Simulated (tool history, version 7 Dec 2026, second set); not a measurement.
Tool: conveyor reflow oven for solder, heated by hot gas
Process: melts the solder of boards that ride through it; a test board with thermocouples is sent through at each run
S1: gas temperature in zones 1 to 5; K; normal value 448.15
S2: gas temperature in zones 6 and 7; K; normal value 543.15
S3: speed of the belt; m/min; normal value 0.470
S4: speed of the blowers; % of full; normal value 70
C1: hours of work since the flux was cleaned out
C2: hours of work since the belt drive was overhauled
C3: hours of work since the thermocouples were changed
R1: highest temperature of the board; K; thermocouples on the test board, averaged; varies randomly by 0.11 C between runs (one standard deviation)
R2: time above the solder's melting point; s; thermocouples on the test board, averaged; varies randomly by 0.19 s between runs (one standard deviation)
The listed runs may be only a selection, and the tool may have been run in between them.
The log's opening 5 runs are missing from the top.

run   hour      S1      S2     S3  S4   C1    C2   C3      R1    R2
  6  223.2  448.15  542.15  0.470  70  170   705  311  529.75  72.7
  7  281.3  448.15  542.15  0.470  70  208   743  348  529.65  72.7
  8  339.2  448.15  543.15  0.470  69  244   779  385  530.25  72.7
  9  395.4  449.15  543.15  0.470  70  280   815  421  530.55  73.3
 10  448.7  448.15  543.15  0.470  70  314   849  455  530.25  72.9
 11  491.5  448.15  543.15  0.470  70  342   877  482  530.15  72.7
 12  524.3  448.15  543.15  0.470  70  362   897  503  530.15  73.0
 13  572.1  448.15  546.15  0.470  70  393   928  534  532.65  74.7
 14  605.4  448.15  543.15  0.456  70  414   949  555  530.95  76.0
 15  657.7  448.15  543.15  0.456  51  448   983  588  525.55  70.2
 16  718.7  454.15  543.15  0.547  51  486  1021  627  519.45  53.9

For run 17, what comes out?
     744.7  -- flux residue cleaned out of gas plates and filters
 17  764.8  454.15  543.15  0.547  51  13  1048  653   ?   ?

{"run 17": {"R1": 522.35, "R2": 57.2}}
Take away the tool's hidden state, keep the run-to-run variation as it was, and the same run would have given R1 519.85 K, R2 53.3 s.

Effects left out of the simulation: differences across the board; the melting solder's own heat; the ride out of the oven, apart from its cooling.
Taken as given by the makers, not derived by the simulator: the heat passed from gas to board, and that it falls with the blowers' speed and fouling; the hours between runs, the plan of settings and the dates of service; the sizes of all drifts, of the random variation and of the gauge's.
